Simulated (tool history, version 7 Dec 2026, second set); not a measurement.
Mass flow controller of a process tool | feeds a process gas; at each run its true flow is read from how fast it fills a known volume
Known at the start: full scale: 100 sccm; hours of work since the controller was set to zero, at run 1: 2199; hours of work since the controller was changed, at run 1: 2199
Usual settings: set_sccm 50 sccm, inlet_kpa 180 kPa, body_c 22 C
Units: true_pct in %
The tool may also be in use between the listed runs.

run,hour,set_sccm,inlet_kpa,body_c,hours of work since the controller was set to zero,hours of work since the controller was changed,true_pct
1,0,50,180,22,2199,2199,98.83
2,131.7,50,180,22,2282,2282,98.97
3,288.9,50,180,22,2382,2382,99.16
4,449.7,50,243,22,2484,2484,99.37
5,595.1,50,180,21,2576,2576,99.17
6,685.2,50,211,21,2633,2633,99.33
7,794.2,50,211,21,2702,2702,99.36
8,949.4,50,180,22,2800,2800,99.33
9,1055.9,50,274,22,2868,2868,99.77
10,1220.7,50,274,22,2972,2972,99.85
11,1327.1,46,180,22,3040,3040,99.57
12,1474.4,71,180,22,3133,3133,100.12
13,1621.8,31,180,22,3226,3226,99.46
14,1690.9,31,180,22,3270,3270,99.38
15,1854.7,31,180,22,3374,3374,99.52
16,1971,50,245,22,3448,3448,100.19
17,2064.2,50,245,22,3507,3507,100.23
18,2180.8,50,180,22,3581,3581,100.12
19,2303.9,50,276,22,3659,3659,100.44
20,2467.9,50,180,22,3762,3762,100.24
21,2577,50,180,22,3832,3832,100.24
22,2680,50,180,22,3897,3897,100.52
23,2833.5,11,180,22,3994,3994,99.75
24,2931.6,11,176,22,4056,4056,99.74
25,3007.4,15,180,26,4104,4104,100.15
26,3154.8,50,254,34,4198,4198,101.38
27,3267.2,50,254,34,4269,4269,101.33
28,3362.6,23,254,35,4329,4329,100.98
29,3528.1,23,254,35,4434,4434,101.08
30,3652.8,12,231,23,4513,4513,100.4
31,3741.9,26,246,39,4570,4570,101.44
32,3861.9,50,144,22,4646,4646,100.97
33,3951.6,50,201,32,4703,4703,101.6
# hour 3979.8: gauge calibrated
34,4049.2,23,265,32,4765,4765,99.03
35,4117.2,38,180,22,4808,4808,98.79
36,4258.2,38,180,22,4897,4897,98.81
37,4341.2,24,249,22,4950,4950,98.67
38,4439.4,13,180,34,5012,5012,98.75
39,4566,12,180,29,5092,5092,98.77
40,4647.3,76,212,38,5144,5144,100.51
41,4765.7,36,180,28,5219,5219,99.21
42,4900.3,79,151,22,5304,5304,99.8
43,5033.4,16,173,22,5388,5388,98.82
44,5134.1,16,173,22,5452,5452,98.87
45,5254,78,212,20,5528,5528,100.2
46,5376.6,78,212,20,5606,5606,100.17
47,5470.3,11,142,22,5665,5665,98.88
48,5554.4,28,171,28,5718,5718,99.6

Some steps in true_pct between neighbouring runs. How much of each would the tool show without its hidden state too (settings, what came in, random variation), and how much is left for the hidden state, with any gauge scatter that isn't in both results?
The hidden state here: flow at rest that the sensor doesn't see, % of full scale; true flow over the shown one, %; drift of the gauge itself on true_pct, %.
Run 2 -> 3: no setting changed, nothing entered. true_pct +0.19 %: hidden state +0.1, all else +0.09.
Run 22 -> 23: set_sccm 50 -> 11. true_pct -0.77 %: hidden state +0.1, all else -0.87.
Run 33 -> 34: set_sccm 50 -> 23, inlet_kpa 201 -> 265, gauge calibrated. true_pct -2.57 %: hidden state -2.24, all else -0.33.
Run 39 -> 40: set_sccm 12 -> 76, inlet_kpa 180 -> 212, body_c 29 -> 38. true_pct +1.74 %: hidden state +0.03, all else +1.71.
Run 44 -> 45: set_sccm 16 -> 78, inlet_kpa 173 -> 212, body_c 22 -> 20. true_pct +1.33 %: hidden state +0.05, all else +1.28.

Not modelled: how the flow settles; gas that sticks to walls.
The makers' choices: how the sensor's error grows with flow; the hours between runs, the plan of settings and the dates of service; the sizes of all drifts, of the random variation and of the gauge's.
